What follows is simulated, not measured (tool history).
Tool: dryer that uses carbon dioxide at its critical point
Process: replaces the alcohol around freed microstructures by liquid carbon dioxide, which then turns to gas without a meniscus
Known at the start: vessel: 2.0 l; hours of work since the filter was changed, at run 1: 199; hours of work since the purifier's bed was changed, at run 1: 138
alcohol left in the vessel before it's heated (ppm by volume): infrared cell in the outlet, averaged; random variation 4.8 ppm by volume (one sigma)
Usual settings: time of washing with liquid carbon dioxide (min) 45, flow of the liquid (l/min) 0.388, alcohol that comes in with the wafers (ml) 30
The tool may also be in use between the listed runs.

run	hour	time of washing with liquid carbon dioxide (min)	flow of the liquid (l/min)	alcohol that comes in with the wafers (ml)	hours of work since the filter was changed	hours of work since the purifier's bed was changed	alcohol left in the vessel before it's heated (ppm by volume)
1	0.0	45	0.388	30	199	138	21
2	7.2	45	0.388	99	203	143	36
3	11.2	45	0.388	99	206	145	39
4	18.1	45	0.388	99	210	150	38
5	23.6	45	0.388	61	214	153	26
6	27.8	45	0.388	25	216	156	24
7	32.8	45	0.388	25	219	159	16
8	37.7	45	0.388	25	223	162	25
9	44.8	45	0.283	30	227	167	65
10	51.0	45	0.283	30	231	171	66
11	55.4	45	0.283	30	234	173	79
12	64.3	45	0.388	30	239	179	22
13	72.5	45	0.388	30	245	184	18
14	78.6	45	0.388	30	248	188	16
15	88.1	45	0.388	48	255	194	28
16	97.2	45	0.388	48	260	200	29
17	104.9	45	0.388	82	265	205	28
18	109.6	45	0.388	82	268	208	39
19	116.0	30	0.388	30	272	212	113
20	122.7	45	0.388	65	277	216	32
21	132.4	45	0.571	30	283	222	10
22	141.0	45	0.571	30	288	228	6
23	150.0	45	0.571	30	294	233	15
24	159.6	45	0.571	30	300	240	19
25	167.0	32	0.314	101	305	244	697
26	171.8	32	0.314	101	308	247	699
27	179.2	45	0.585	34	313	252	19
28	185.5	58	0.585	34	317	256	16
# hour 194.9: inlet filter changed
29	195.6	57	0.358	42	0	262	14
30	204.3	34	0.405	41	6	267	56
31	209.5	34	0.405	41	9	271	54
32	214.1	34	0.405	41	12	274	59
33	218.3	51	0.405	48	15	276	22
34	227.4	51	0.405	48	21	282	17
35	231.9	28	0.356	37	24	285	216

Run 36 comes next. What will it give?
36	238.2	28	0.356	37	28	289	?

{"run 36": {"alcohol left in the vessel before it's heated (ppm by volume)": 215}}
Without the tool's hidden state the same run would have given alcohol left in the vessel before it's heated (ppm by volume) 195.
